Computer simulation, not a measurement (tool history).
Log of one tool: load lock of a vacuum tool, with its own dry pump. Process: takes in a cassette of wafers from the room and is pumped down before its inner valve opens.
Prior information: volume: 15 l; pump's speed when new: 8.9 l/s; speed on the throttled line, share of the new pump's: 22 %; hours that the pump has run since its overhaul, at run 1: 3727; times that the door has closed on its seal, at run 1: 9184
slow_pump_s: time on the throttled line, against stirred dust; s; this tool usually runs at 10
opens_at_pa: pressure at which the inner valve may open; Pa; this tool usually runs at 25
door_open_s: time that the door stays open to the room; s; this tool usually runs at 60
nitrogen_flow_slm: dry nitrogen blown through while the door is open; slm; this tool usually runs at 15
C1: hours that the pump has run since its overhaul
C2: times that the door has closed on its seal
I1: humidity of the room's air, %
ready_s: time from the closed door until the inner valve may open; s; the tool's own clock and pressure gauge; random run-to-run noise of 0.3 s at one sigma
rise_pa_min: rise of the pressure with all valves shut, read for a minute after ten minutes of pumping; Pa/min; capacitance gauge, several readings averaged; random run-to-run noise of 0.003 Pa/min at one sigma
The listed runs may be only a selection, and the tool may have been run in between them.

{"run": 1, "day": 0.0, "slow_pump_s": 10, "opens_at_pa": 25, "door_open_s": 60, "nitrogen_flow_slm": 15, "C1": 3727, "C2": 9184, "I1": 43.9, "ready_s": 22.3, "rise_pa_min": 0.19}
{"run": 2, "day": 15.812, "slow_pump_s": 10, "opens_at_pa": 25, "door_open_s": 60, "nitrogen_flow_slm": 15, "C1": 4106, "C2": 9607, "I1": 43.1, "ready_s": 22.5, "rise_pa_min": 0.195}
{"run": 3, "day": 34.146, "slow_pump_s": 10, "opens_at_pa": 25, "door_open_s": 26, "nitrogen_flow_slm": 15, "C1": 4546, "C2": 10098, "I1": 48.9, "ready_s": 22.6, "rise_pa_min": 0.185}
{"run": 4, "day": 50.696, "slow_pump_s": 10, "opens_at_pa": 25, "door_open_s": 26, "nitrogen_flow_slm": 15, "C1": 4944, "C2": 10541, "I1": 44.8, "ready_s": 22.8, "rise_pa_min": 0.19}
{"run": 5, "day": 64.788, "slow_pump_s": 10, "opens_at_pa": 25, "door_open_s": 26, "nitrogen_flow_slm": 15, "C1": 5282, "C2": 10918, "I1": 43, "ready_s": 22.8, "rise_pa_min": 0.203}
{"run": 6, "day": 80.262, "slow_pump_s": 10, "opens_at_pa": 25, "door_open_s": 60, "nitrogen_flow_slm": 19, "C1": 5653, "C2": 11332, "I1": 44.3, "ready_s": 23.1, "rise_pa_min": 0.232}
{"run": 7, "day": 91.362, "slow_pump_s": 10, "opens_at_pa": 25, "door_open_s": 60, "nitrogen_flow_slm": 15, "C1": 5920, "C2": 11629, "I1": 43.9, "ready_s": 22.9, "rise_pa_min": 0.237}
{"run": 8, "day": 103.175, "slow_pump_s": 14, "opens_at_pa": 25, "door_open_s": 60, "nitrogen_flow_slm": 15, "C1": 6203, "C2": 11945, "I1": 44.8, "ready_s": 26.1, "rise_pa_min": 0.252}
{"run": 9, "day": 116.554, "slow_pump_s": 14, "opens_at_pa": 35, "door_open_s": 60, "nitrogen_flow_slm": 15, "C1": 6524, "C2": 12303, "I1": 51.5, "ready_s": 25.6, "rise_pa_min": 0.262}
{"run": 10, "day": 136.933, "slow_pump_s": 10, "opens_at_pa": 26, "door_open_s": 60, "nitrogen_flow_slm": 15, "C1": 7013, "C2": 12848, "I1": 44.4, "ready_s": 22.8, "rise_pa_min": 0.271}
{"run": 11, "day": 151.833, "slow_pump_s": 10, "opens_at_pa": 26, "door_open_s": 60, "nitrogen_flow_slm": 15, "C1": 7371, "C2": 13246, "I1": 41.5, "ready_s": 22.2, "rise_pa_min": 0.274}
{"run": 12, "day": 168.625, "slow_pump_s": 10, "opens_at_pa": 26, "door_open_s": 60, "nitrogen_flow_slm": 15, "C1": 7774, "C2": 13696, "I1": 46.1, "ready_s": 22.8, "rise_pa_min": 0.293}
{"run": 13, "day": 185.525, "slow_pump_s": 10, "opens_at_pa": 26, "door_open_s": 60, "nitrogen_flow_slm": 15, "C1": 8180, "C2": 14148, "I1": 44.7, "ready_s": 23.3, "rise_pa_min": 0.309}
{"run": 14, "day": 207.112, "slow_pump_s": 18, "opens_at_pa": 37, "door_open_s": 148, "nitrogen_flow_slm": 4, "C1": 8698, "C2": 14725, "I1": 47.9, "ready_s": 28, "rise_pa_min": 0.437}
{"run": 15, "day": 228.825, "slow_pump_s": 9, "opens_at_pa": 19, "door_open_s": 60, "nitrogen_flow_slm": 15, "C1": 9219, "C2": 15306, "I1": 44.7, "ready_s": 22.9, "rise_pa_min": 0.331}
{"run": 16, "day": 240.658, "slow_pump_s": 13, "opens_at_pa": 42, "door_open_s": 47, "nitrogen_flow_slm": 39, "C1": 9503, "C2": 15623, "I1": 44.5, "ready_s": 25.1, "rise_pa_min": 0.318}
{"run": 17, "day": 261.758, "slow_pump_s": 13, "opens_at_pa": 42, "door_open_s": 33, "nitrogen_flow_slm": 5, "C1": 10009, "C2": 16187, "I1": 43.7, "ready_s": 24.9, "rise_pa_min": 0.362}
{"run": 18, "day": 279.2, "slow_pump_s": 7, "opens_at_pa": 42, "door_open_s": 33, "nitrogen_flow_slm": 27, "C1": 10428, "C2": 16654, "I1": 44.4, "ready_s": 20.1, "rise_pa_min": 0.344}
{"run": 19, "day": 293.492, "slow_pump_s": 7, "opens_at_pa": 31, "door_open_s": 33, "nitrogen_flow_slm": 27, "C1": 10771, "C2": 17036, "I1": 47.3, "ready_s": 20.6, "rise_pa_min": 0.362}
{"run": 20, "day": 311.929, "slow_pump_s": 11, "opens_at_pa": 24, "door_open_s": 33, "nitrogen_flow_slm": 24, "C1": 11213, "C2": 17530, "I1": 42.4, "ready_s": 23.6, "rise_pa_min": 0.393}
{"run": 21, "day": 330.942, "slow_pump_s": 11, "opens_at_pa": 24, "door_open_s": 33, "nitrogen_flow_slm": 24, "C1": 11670, "C2": 18038, "I1": 42.9, "ready_s": 24.2, "rise_pa_min": 0.394}
{"run": 22, "day": 344.667, "slow_pump_s": 5, "opens_at_pa": 24, "door_open_s": 65, "nitrogen_flow_slm": 24, "C1": 11999, "C2": 18406, "I1": 44.2, "ready_s": 20.5, "rise_pa_min": 0.427}
{"run": 23, "day": 357.883, "slow_pump_s": 6, "opens_at_pa": 43, "door_open_s": 109, "nitrogen_flow_slm": 20, "C1": 12316, "C2": 18759, "I1": 45.2, "ready_s": 19.7, "rise_pa_min": 0.454}
{"run": 24, "day": 376.671, "slow_pump_s": 6, "opens_at_pa": 25, "door_open_s": 97, "nitrogen_flow_slm": 24, "C1": 12767, "C2": 19262, "I1": 44.1, "ready_s": 20.5, "rise_pa_min": 0.462}
{"run": 25, "day": 387.221, "slow_pump_s": 6, "opens_at_pa": 25, "door_open_s": 97, "nitrogen_flow_slm": 24, "C1": 13020, "C2": 19544, "I1": 45.3, "ready_s": 20.7, "rise_pa_min": 0.474}
{"run": 26, "day": 407.062, "slow_pump_s": 13, "opens_at_pa": 23, "door_open_s": 81, "nitrogen_flow_slm": 15, "C1": 13496, "C2": 20075, "I1": 44, "ready_s": 26.8, "rise_pa_min": 0.498}

Predict each of these 4 candidate next runs independently; none follows another, all start after run 26:
{"run": "A", "day": 420.075, "slow_pump_s": 10, "opens_at_pa": 32, "door_open_s": 60, "nitrogen_flow_slm": 6, "C1": 13809, "C2": 20423, "I1": 41.3, "ready_s": "?", "rise_pa_min": "?"}
{"run": "B", "day": 420.075, "slow_pump_s": 15, "opens_at_pa": 28, "door_open_s": 196, "nitrogen_flow_slm": 15, "C1": 13809, "C2": 20423, "I1": 45.7, "ready_s": "?", "rise_pa_min": "?"}
{"run": "C", "day": 420.075, "slow_pump_s": 5, "opens_at_pa": 23, "door_open_s": 98, "nitrogen_flow_slm": 12, "C1": 13809, "C2": 20423, "I1": 44.7, "ready_s": "?", "rise_pa_min": "?"}
{"run": "D", "day": 420.075, "slow_pump_s": 20, "opens_at_pa": 25, "door_open_s": 33, "nitrogen_flow_slm": 13, "C1": 13809, "C2": 20423, "I1": 46.7, "ready_s": "?", "rise_pa_min": "?"}

run=A ready_s=23.2 rise_pa_min=0.522
run=B ready_s=27.7 rise_pa_min=0.552
run=C ready_s=20.3 rise_pa_min=0.535
run=D ready_s=31.6 rise_pa_min=0.488
With no hidden state in the tool, these same runs would have given:
run=A ready_s=21.4 rise_pa_min=0.068
run=B ready_s=25.9 rise_pa_min=0.105
run=C ready_s=18.2 rise_pa_min=0.082
run=D ready_s=29.9 rise_pa_min=0.041
